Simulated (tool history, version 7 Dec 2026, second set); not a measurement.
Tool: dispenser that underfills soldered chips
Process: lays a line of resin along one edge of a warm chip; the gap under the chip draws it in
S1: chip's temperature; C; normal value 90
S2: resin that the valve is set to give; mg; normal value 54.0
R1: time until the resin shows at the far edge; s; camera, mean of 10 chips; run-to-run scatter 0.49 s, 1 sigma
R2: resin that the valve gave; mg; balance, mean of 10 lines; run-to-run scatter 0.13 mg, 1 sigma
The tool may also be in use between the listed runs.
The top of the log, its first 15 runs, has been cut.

| run | day | S1 | S2 | R1 | R2 |
|---|---|---|---|---|---|
| 16 | 3.446 | 90 | 51.3 | 64.9 | 49.59 |
|  | 3.483 | new syringe of resin |
| 17 | 3.588 | 90 | 51.3 | 44.7 | 49.71 |
| 18 | 3.842 | 90 | 51.3 | 64.2 | 49.36 |
|  | 3.875 | new syringe of resin |
| 19 | 4.075 | 76 | 59.8 | 84.4 | 57.31 |
|  | 4.283 | new syringe of resin |
|  | 4.325 | dispensing valve cleaned and set on the balance |
| 20 | 4.383 | 87 | 58.9 | 44.5 | 58.98 |
| 21 | 4.579 | 77 | 58.2 | 88.8 | 58.05 |
|  | 4.725 | new syringe of resin |
| 22 | 4.729 | 77 | 69.2 | 61.5 | 68.74 |
| 23 | 5.017 | 89 | 56.2 | 57.5 | 55.63 |
|  | 5.125 | new syringe of resin |
| 24 | 5.250 | 89 | 56.2 | 46.4 | 55.33 |
|  | 5.512 | new syringe of resin |
| 25 | 5.512 | 89 | 56.2 | 38.3 | 55.36 |
| 26 | 5.754 | 99 | 60.3 | 36.3 | 58.87 |
|  | 5.921 | new syringe of resin |
| 27 | 6.017 | 79 | 62.9 | 64.6 | 61.72 |
|  | 6.312 | new syringe of resin |
| 28 | 6.312 | 96 | 57.4 | 29.2 | 55.85 |
| 29 | 6.617 | 96 | 57.4 | 45.4 | 55.69 |
|  | 6.700 | new syringe of resin |
| 30 | 6.796 | 94 | 63.6 | 35.7 | 61.56 |
|  | 7.088 | new syringe of resin |
| 31 | 7.100 | 94 | 63.6 | 32.0 | 61.41 |
| 32 | 7.404 | 94 | 63.6 | 49.8 | 61.11 |
|  | 7.492 | new syringe of resin |
| 33 | 7.612 | 100 | 49.2 | 30.5 | 46.99 |
|  | 7.712 | dispensing valve cleaned and set on the balance |
| 34 | 7.842 | 90 | 62.2 | 57.4 | 62.14 |
|  | 7.921 | new syringe of resin |
| 35 | 8.050 | 89 | 63.1 | 44.1 | 62.81 |
|  | 8.325 | new syringe of resin |
| 36 | 8.346 | 104 | 46.2 | 23.0 | 45.78 |

Below are 3 alternative next runs, each starting from the tool's condition after run 36. Predict each:
| A | 8.525 | 100 | 55.5 | ? | ? |
| B | 8.525 | 90 | 46.2 | ? | ? |
| C | 8.525 | 104 | 62.8 | ? | ? |

| run | R1 | R2 |
|---|---|---|
| A | 33.2 | 55.06 |
| B | 50.9 | 45.80 |
| C | 28.0 | 62.28 |
Take away the tool's hidden state, keep each run's random variation, and the runs would have read:
| run | R1 | R2 |
|---|---|---|
| A | 26.5 | 55.59 |
| B | 40.6 | 46.23 |
| C | 22.2 | 62.87 |

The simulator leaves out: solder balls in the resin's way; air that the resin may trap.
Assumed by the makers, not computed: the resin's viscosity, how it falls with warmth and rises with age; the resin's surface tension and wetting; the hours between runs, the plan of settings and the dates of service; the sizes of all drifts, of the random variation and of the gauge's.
